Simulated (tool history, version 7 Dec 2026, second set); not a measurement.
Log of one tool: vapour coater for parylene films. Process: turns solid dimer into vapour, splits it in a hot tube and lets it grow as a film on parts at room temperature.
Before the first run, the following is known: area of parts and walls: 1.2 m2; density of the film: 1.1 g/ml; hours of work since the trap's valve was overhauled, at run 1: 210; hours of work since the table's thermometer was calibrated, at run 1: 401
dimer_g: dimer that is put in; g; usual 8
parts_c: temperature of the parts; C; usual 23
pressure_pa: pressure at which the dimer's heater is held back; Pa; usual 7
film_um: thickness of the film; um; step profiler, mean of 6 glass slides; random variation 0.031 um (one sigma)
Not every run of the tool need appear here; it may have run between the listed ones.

run,day,dimer_g,parts_c,pressure_pa,hours of work since the trap's valve was overhauled,hours of work since the table's thermometer was calibrated,film_um
1,0,8,23,7,210,401,2.84
2,0.371,8,23,7,216,407,2.82
3,0.875,8,23,7,223,414,2.75
4,1.517,8,23,7,233,424,2.8
5,2.188,8,23,3.55,242,434,2.96
6,2.758,8,23,3.55,251,442,2.99
7,3.575,8,23,3.55,263,454,2.9
8,4.133,8,23,6.6,271,462,2.79
9,4.483,8,23,6.6,276,468,2.8
10,4.912,8,23,7,283,474,2.75
11,5.721,8,23,7,295,486,2.78
12,6.492,8,23,11.06,306,497,2.63
13,6.912,8,23,7,312,504,2.77
14,7.754,8,27,7,325,516,2.54
15,8.421,6,23,7,335,526,2.02
16,9.042,6,23,7,344,535,2.05
17,9.429,6,32,7,350,541,1.71
18,10.167,4,23,7,361,552,1.35
# day 10.254: table's thermometer calibrated
19,10.858,10,33,7,370,9,2.89
20,11.538,10,26,7,380,19,3.24
21,12.1,5,19,4.47,389,27,1.85
22,12.833,5,19,3.12,399,38,1.94
23,13.408,5,19,3.52,408,47,1.84
24,13.975,4,32,4.67,416,55,1.18
25,14.542,3,16,9.95,425,63,1.14
# day 14.962: table's thermometer calibrated, once more
26,15.158,3,16,9.95,433,3,1.11
27,15.875,3,16,9.95,444,13,1.09
28,16.529,4,16,3.05,454,23,1.59
# day 16.858: trap's valve overhauled
29,17.067,5,15,3.05,3,29,2.2
30,17.742,5,15,3.05,13,39,2.18
31,18.483,8,30,6.18,24,50,2.66

How would selected steps in film_um from run to run divide? Give the signed amount a tool lacking its hidden state would still show from settings, what came in and random variation, and the signed amount left for the hidden state, including any gauge scatter that is not in both of the compared results.
What the log doesn't record here: vapour lost through the trap's worn valve, %; true temperature of the parts over the reading, C; drift of the gauge itself on film_um, %.
Run 18 -> 19: dimer_g 4 -> 10, parts_c 23 -> 33, table's thermometer calibrated. film_um +1.54 um: hidden state -0.13, all else +1.67.
Run 20 -> 21: dimer_g 10 -> 5, parts_c 26 -> 19, pressure_pa 7 -> 4.47. film_um -1.39 um: hidden state +0.12, all else -1.51.
Run 23 -> 24: dimer_g 5 -> 4, parts_c 19 -> 32, pressure_pa 3.52 -> 4.67. film_um -0.66 um: hidden state +0.05, all else -0.71.
Run 28 -> 29: dimer_g 4 -> 5, parts_c 16 -> 15, trap's valve overhauled. film_um +0.61 um: hidden state +0.17, all else +0.44.
